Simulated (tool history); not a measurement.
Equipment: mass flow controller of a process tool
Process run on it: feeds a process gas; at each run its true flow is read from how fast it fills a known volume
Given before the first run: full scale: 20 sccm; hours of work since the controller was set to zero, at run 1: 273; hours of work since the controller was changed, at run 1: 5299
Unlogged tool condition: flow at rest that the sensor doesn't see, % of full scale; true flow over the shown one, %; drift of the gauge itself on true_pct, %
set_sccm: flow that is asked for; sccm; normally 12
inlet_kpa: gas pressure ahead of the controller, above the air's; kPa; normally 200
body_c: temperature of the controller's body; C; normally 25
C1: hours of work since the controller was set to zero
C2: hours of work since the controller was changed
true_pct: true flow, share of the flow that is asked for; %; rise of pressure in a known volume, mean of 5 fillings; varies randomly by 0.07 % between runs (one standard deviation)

Run 1, hour 0.0: usual settings; C1 273; C2 5299. Result: true_pct 100.90 %.
Run 2, hour 311.3: usual settings but set_sccm 4 sccm; C1 468; C2 5494. Result: true_pct 99.40 %.
Run 3, hour 554.0: usual settings but set_sccm 4 sccm; C1 620; C2 5646. Result: true_pct 99.20 %.
Run 4, hour 745.3: usual settings but set_sccm 4 sccm; C1 740; C2 5766. Result: true_pct 99.08 %.
Run 5, hour 1090.8: usual settings; C1 957; C2 5982. Result: true_pct 100.67 %.
Run 6, hour 1394.9: usual settings; C1 1147; C2 6173. Result: true_pct 100.84 %.
Run 7, hour 1834.3: usual settings; C1 1423; C2 6448. Result: true_pct 100.69 %.
Run 8, hour 2250.2: usual settings; C1 1683; C2 6709. Result: true_pct 100.65 %.
Run 9, hour 2454.4: usual settings but inlet_kpa 157 kPa; C1 1811; C2 6837. Result: true_pct 100.59 %.
Run 10, hour 2665.1: usual settings but set_sccm 4 sccm, inlet_kpa 157 kPa, body_c 30 C; C1 1943; C2 6969. Result: true_pct 97.35 %.
Run 11, hour 3058.7: usual settings but set_sccm 4 sccm, inlet_kpa 157 kPa, body_c 30 C; C1 2190; C2 7215. Result: true_pct 97.11 %.
Run 12, hour 3459.6: usual settings but set_sccm 4 sccm, inlet_kpa 151 kPa, body_c 30 C; C1 2441; C2 7467. Result: true_pct 96.73 %.
Run 13, hour 3784.3: usual settings but set_sccm 18 sccm, inlet_kpa 219 kPa, body_c 29 C; C1 2645; C2 7670. Result: true_pct 101.63 %.
Run 14, hour 4080.2: usual settings but set_sccm 5 sccm, inlet_kpa 220 kPa, body_c 29 C; C1 2830; C2 7856. Result: true_pct 97.51 %.
Run 15, hour 4460.7: usual settings but set_sccm 5 sccm, inlet_kpa 274 kPa, body_c 20 C; C1 3068; C2 8094. Result: true_pct 98.10 %.
Run 16, hour 4722.4: usual settings but set_sccm 19 sccm; C1 3232; C2 8258. Result: true_pct 102.10 %.
Run 17, hour 5079.7: usual settings but inlet_kpa 153 kPa, body_c 35 C; C1 3456; C2 8482. Result: true_pct 99.87 %.
Run 18, hour 5321.8: usual settings but inlet_kpa 153 kPa, body_c 35 C; C1 3608; C2 8634. Result: true_pct 99.89 %.

Measured minus without-hidden-state, run by run (identical run-to-run variation in each term; gauge scatter may differ):
run  true_pct
  1     +1.81
  2     +1.29
  3     +1.14
  4     +1.01
  5     +1.75
  6     +1.73
  7     +1.70
  8     +1.68
  9     +1.65
 10     -0.31
 11     -0.56
 12     -0.83
 13     +2.03
 14     -0.41
 15     -0.60
 16     +2.12
 17     +1.49
 18     +1.47
